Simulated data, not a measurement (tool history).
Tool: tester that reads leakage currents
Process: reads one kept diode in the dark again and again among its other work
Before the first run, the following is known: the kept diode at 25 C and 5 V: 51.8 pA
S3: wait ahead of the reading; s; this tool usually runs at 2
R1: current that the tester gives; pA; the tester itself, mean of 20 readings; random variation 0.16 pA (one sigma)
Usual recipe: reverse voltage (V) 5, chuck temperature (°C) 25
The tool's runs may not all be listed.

Run 1, hour 0: usual settings. Result: R1 52.15 pA.
Run 2, hour 129.5: usual settings. Result: R1 52.28 pA.
Run 3, hour 264.8: usual settings. Result: R1 52.23 pA.
Run 4, hour 401.2: usual settings but reverse voltage (V) 12.49. Result: R1 75.82 pA.
Run 5, hour 487.7: usual settings. Result: R1 52.35 pA.
Run 6, hour 584.4: usual settings but chuck temperature (°C) 47. Result: R1 349.6 pA.
Run 7, hour 666.9: usual settings but chuck temperature (°C) 47. Result: R1 348.87 pA.
At hour 677.8: chuck's temperature calibrated.
Run 8, hour 752.3: usual settings but chuck temperature (°C) 47. Result: R1 345.61 pA.
Run 9, hour 849.9: usual settings but chuck temperature (°C) 47. Result: R1 347.92 pA.
Run 10, hour 983.3: usual settings but chuck temperature (°C) 47. Result: R1 346.31 pA.
Run 11, hour 1055.5: usual settings. Result: R1 52.26 pA.
Run 12, hour 1138.5: usual settings. Result: R1 52.28 pA.
Run 13, hour 1245.8: usual settings. Result: R1 52.07 pA.
Run 14, hour 1333.4: usual settings. Result: R1 52.15 pA.
Run 15, hour 1414.5: usual settings but reverse voltage (V) 1.4. Result: R1 31.19 pA.
Run 16, hour 1489.3: usual settings but reverse voltage (V) 1.4. Result: R1 31.44 pA.
Run 17, hour 1602.7: usual settings but reverse voltage (V) 1.4. Result: R1 31.43 pA.
Run 18, hour 1724: usual settings but reverse voltage (V) 1.4. Result: R1 31.53 pA.
Run 19, hour 1796.2: usual settings but reverse voltage (V) 14.65. Result: R1 80.59 pA.
Run 20, hour 1888.2: usual settings but reverse voltage (V) 1.35, S3 0.81 s. Result: R1 31.02 pA.
At hour 2017.9: probe card cleaned and baked.
Run 21, hour 2018.4: usual settings but reverse voltage (V) 1.35, chuck temperature (°C) 36, S3 2.59 s. Result: R1 82.57 pA.
Run 22, hour 2110.5: usual settings but reverse voltage (V) 1.35, chuck temperature (°C) 36, S3 2.59 s. Result: R1 82.72 pA.
Run 23, hour 2169.6: usual settings but reverse voltage (V) 2.71, chuck temperature (°C) 43, S3 0.71 s. Result: R1 196.76 pA.
Run 24, hour 2234.8: usual settings but reverse voltage (V) 9.29, chuck temperature (°C) 43, S3 0.71 s. Result: R1 322.51 pA.
Run 25, hour 2306: usual settings but reverse voltage (V) 9.29, chuck temperature (°C) 43, S3 0.71 s. Result: R1 321.43 pA.
Run 26, hour 2420: usual settings but reverse voltage (V) 9.29, chuck temperature (°C) 43, S3 0.71 s. Result: R1 323.09 pA.
At hour 2497.4: chuck's temperature calibrated.
Run 27, hour 2497.4: usual settings but reverse voltage (V) 1.58, chuck temperature (°C) 42, S3 3.28 s. Result: R1 145.82 pA.
Run 28, hour 2612.6: usual settings but reverse voltage (V) 8.08, S3 0.48 s. Result: R1 64.57 pA.
Run 29, hour 2694: usual settings but reverse voltage (V) 8.08, S3 0.48 s. Result: R1 64.44 pA.
Run 30, hour 2832.9: usual settings but reverse voltage (V) 14.63, chuck temperature (°C) 55, S3 1.96 s. Result: R1 995.94 pA.

Run 31 comes next. What will it give?
Run 31, hour 2912.5: usual settings but reverse voltage (V) 1.14, chuck temperature (°C) 24, S3 0.94 s. Result: R1 ?.

{"run 31": {"R1": 26.31}}
Minus the tool's unlogged condition, the same run would have read R1 26.29 pA.
